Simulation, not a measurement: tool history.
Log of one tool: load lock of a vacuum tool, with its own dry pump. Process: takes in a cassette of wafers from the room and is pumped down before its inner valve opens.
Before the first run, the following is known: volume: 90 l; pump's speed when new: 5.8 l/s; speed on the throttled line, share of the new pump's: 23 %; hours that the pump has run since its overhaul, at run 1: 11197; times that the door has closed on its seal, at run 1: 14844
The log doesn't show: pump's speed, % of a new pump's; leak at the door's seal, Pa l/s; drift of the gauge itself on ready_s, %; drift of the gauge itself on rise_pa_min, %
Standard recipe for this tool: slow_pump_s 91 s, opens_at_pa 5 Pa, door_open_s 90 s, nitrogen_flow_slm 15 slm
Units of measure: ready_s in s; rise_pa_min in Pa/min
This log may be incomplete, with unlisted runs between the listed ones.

run	hour	slow_pump_s	opens_at_pa	door_open_s	nitrogen_flow_slm	hours that the pump has run since its overhaul	times that the door has closed on its seal	incoming humidity of the room's air, %	ready_s	rise_pa_min
1	0	91	5	90	15	11197	14844	46.8	242	0.125
2	264.2	91	5	90	15	11461	15125	44.8	246.2	0.128
3	439	91	5	90	15	11636	15312	45.2	241.6	0.134
4	700.3	91	5	90	15	11897	15590	49.2	246	0.139
5	902	91	5	108	15	12099	15805	47.1	245.8	0.14
6	1234.6	91	5	108	15	12431	16159	43.3	247.8	0.137
7	1401.8	91	5	108	15	12598	16337	44.3	243.7	0.139
8	1654.9	91	5	108	15	12851	16606	46.8	248.1	0.153
9	1822.9	91	5	108	15	13020	16785	46.1	247.3	0.159
10	2129.4	91	5	31	15	13326	17112	46.7	247.1	0.148
11	2491.7	91	5	90	15	13688	17498	49.2	249.5	0.159
# hour 2619: dry pump taken out, an overhauled one fitted
12	2726.2	91	5	90	15	107	17741	46	225.8	0.161
13	2967.5	91	5	111	15	348	17998	43.8	224.5	0.169
14	3121.3	62	9	43	10	502	18162	46.7	196.6	0.163
15	3302.7	131	4	51	11	684	18355	45.4	260.7	0.169
16	3588.8	91	5	43	14	970	18659	44.7	226.2	0.166
17	3951.7	109	5	39	15	1333	19046	44.3	240.1	0.169
18	4218.3	48	10	86	15	1599	19330	44.1	183.5	0.18

For run 19, what comes out?
19	4505.3	178	4	90	7	1886	19635	43.1	?	?

Run 19 measured ready_s 298 s, rise_pa_min 0.193 Pa/min.
Had the tool carried no hidden state, the very same run would have given ready_s 293.8 s, rise_pa_min 0.029 Pa/min.

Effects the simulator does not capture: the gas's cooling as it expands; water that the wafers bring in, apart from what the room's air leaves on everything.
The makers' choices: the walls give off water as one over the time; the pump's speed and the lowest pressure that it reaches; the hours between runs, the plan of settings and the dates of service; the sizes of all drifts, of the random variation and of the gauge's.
